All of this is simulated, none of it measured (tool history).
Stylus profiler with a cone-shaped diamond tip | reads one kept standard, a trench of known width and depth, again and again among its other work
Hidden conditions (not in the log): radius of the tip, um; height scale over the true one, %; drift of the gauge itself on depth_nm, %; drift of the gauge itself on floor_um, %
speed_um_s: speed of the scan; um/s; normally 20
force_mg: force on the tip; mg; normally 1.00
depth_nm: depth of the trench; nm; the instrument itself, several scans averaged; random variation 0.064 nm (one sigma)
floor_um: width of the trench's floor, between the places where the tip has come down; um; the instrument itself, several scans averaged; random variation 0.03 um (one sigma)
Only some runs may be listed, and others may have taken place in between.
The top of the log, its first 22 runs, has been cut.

run,hour,speed_um_s,force_mg,scans with this tip,hours of work since the height scale was calibrated,depth_nm,floor_um
23,1362.5,20,0.88,16857,120,100.87,18.22
# hour 1402.2: height scale calibrated on a step standard, once more
24,1429.5,8,1.13,17463,17,100.35,18.18
25,1464.9,27,1.00,17786,39,100.33,18.08
26,1526.6,27,1.00,18348,77,100.39,18.05
27,1572.6,12,0.62,18768,106,100.31,18.13
28,1633.6,58,0.58,19324,144,100.29,17.73
29,1683.9,13,0.43,19784,175,100.35,18.05
30,1719.3,13,0.43,20107,197,100.18,18.10
31,1799.0,13,0.43,20834,247,100.33,18.10
32,1836.1,13,0.43,21172,270,100.33,18.11
33,1908.7,19,0.42,21834,315,100.35,18.02
34,1964.2,20,1.97,22341,350,100.66,18.10
35,2036.4,8,0.55,22999,395,100.40,18.10
36,2113.7,52,0.94,23704,443,100.53,17.83
# hour 2154.5: new tip fitted, height scale calibrated
37,2192.0,8,0.46,343,23,100.28,18.52
38,2243.3,33,2.12,810,55,100.77,18.43
39,2289.0,37,1.00,1228,84,100.23,18.33
40,2367.1,37,1.00,1940,132,100.51,18.29
41,2448.1,37,1.00,2679,183,100.36,18.29
42,2489.3,32,0.41,3055,208,100.25,18.22
43,2563.1,11,1.42,3728,254,100.56,18.50
44,2616.1,11,1.42,4212,287,100.52,18.44
45,2652.2,49,0.74,4541,310,100.28,18.13

Predict each of these 5 candidate next runs independently; none follows another, all start after run 45:
A,2714.6,58,0.36,5110,349,?,?
B,2714.6,6,0.74,5110,349,?,?
C,2714.6,20,2.07,5110,349,?,?
D,2714.6,13,1.27,5110,349,?,?
E,2714.6,20,2.19,5110,349,?,?

run,depth_nm,floor_um
A,100.35,17.81
B,100.45,18.47
C,100.74,18.41
D,100.62,18.43
E,100.72,18.46
What these runs would have given with no unlogged condition in the tool:
run,depth_nm,floor_um
A,100.21,17.91
B,100.31,18.58
C,100.60,18.51
D,100.48,18.54
E,100.58,18.57
